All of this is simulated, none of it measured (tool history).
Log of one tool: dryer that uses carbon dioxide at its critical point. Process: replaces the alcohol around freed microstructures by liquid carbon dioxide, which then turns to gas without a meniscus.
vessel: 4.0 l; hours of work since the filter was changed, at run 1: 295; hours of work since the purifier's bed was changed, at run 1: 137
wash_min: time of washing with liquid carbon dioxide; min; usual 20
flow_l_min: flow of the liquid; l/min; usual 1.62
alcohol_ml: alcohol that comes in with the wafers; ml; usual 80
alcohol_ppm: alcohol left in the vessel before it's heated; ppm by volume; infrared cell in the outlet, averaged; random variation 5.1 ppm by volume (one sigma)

run   hour  wash_min  flow_l_min  alcohol_ml  hours of work since the filter was changed  hours of work since the purifier's bed was changed  alcohol_ppm
  1      0        20        1.62          80                                         295                                                 137          123
  2    6.4        20        1.62          80                                         299                                                 141          131
  3   13.8        20        1.62          80                                         303                                                 145          127
  4   21.4        20        1.62          80                                         308                                                 149          134
  5   26.6        20        1.62          80                                         311                                                 152          131
  6   34.6        22        1.62          80                                         315                                                 157           91
  7   42.9        22        1.62          80                                         320                                                 162           84
  8   49.6        20        1.62          80                                         324                                                 166          130
  9   58.2        20        1.62          80                                         329                                                 171          139
 10     68        20        2.11          80                                         334                                                 176           49
 11   77.3        20        1.62          80                                         340                                                 182          139
 12   85.5        20        1.62          80                                         345                                                 186          155
 13   92.3        20        1.62          80                                         348                                                 190          142
 14   98.6        20        1.62          80                                         352                                                 194          149
 15  107.6        22         1.6          80                                         357                                                 199          108
 16  112.1        20        1.02          58                                         360                                                 202          624
 17  120.2        20        1.02          58                                         365                                                 206          625
 18  129.8        19        1.07          58                                         370                                                 212          643
 19  137.7        20        2.05          55                                         375                                                 216           50
 20  147.5        20        2.05          55                                         380                                                 222           45
 21  153.7        20        2.05          55                                         384                                                 226           54
 22  161.4        20        2.05          55                                         388                                                 230           54
 23  167.8        28        1.37          80                                         392                                                 234           75
 24  175.4        18        1.26         101                                         396                                                 238          806
 25  182.6        29        2.42          59                                         400                                                 242           31
 26  192.7        15        1.81          97                                         406                                                 248          393
 27  198.8        24        1.89          80                                         410                                                 252           37
       205  -- inlet filter changed
 28  207.7        30           2          29                                           2                                                 256           38

3 ways to go on from here, each from the tool as it stands after run 28. What would each give?
  A  217.9        30        1.84          94                                           7                                                 262            ?
  B  217.9        15        1.56         107                                           7                                                 262            ?
  C  217.9        23        1.35          29                                           7                                                 262            ?

run  alcohol_ppm
  A           29
  B          440
  C           53
Without the tool's hidden state the same runs would have given:
run  alcohol_ppm
  A            6
  B          411
  C           29
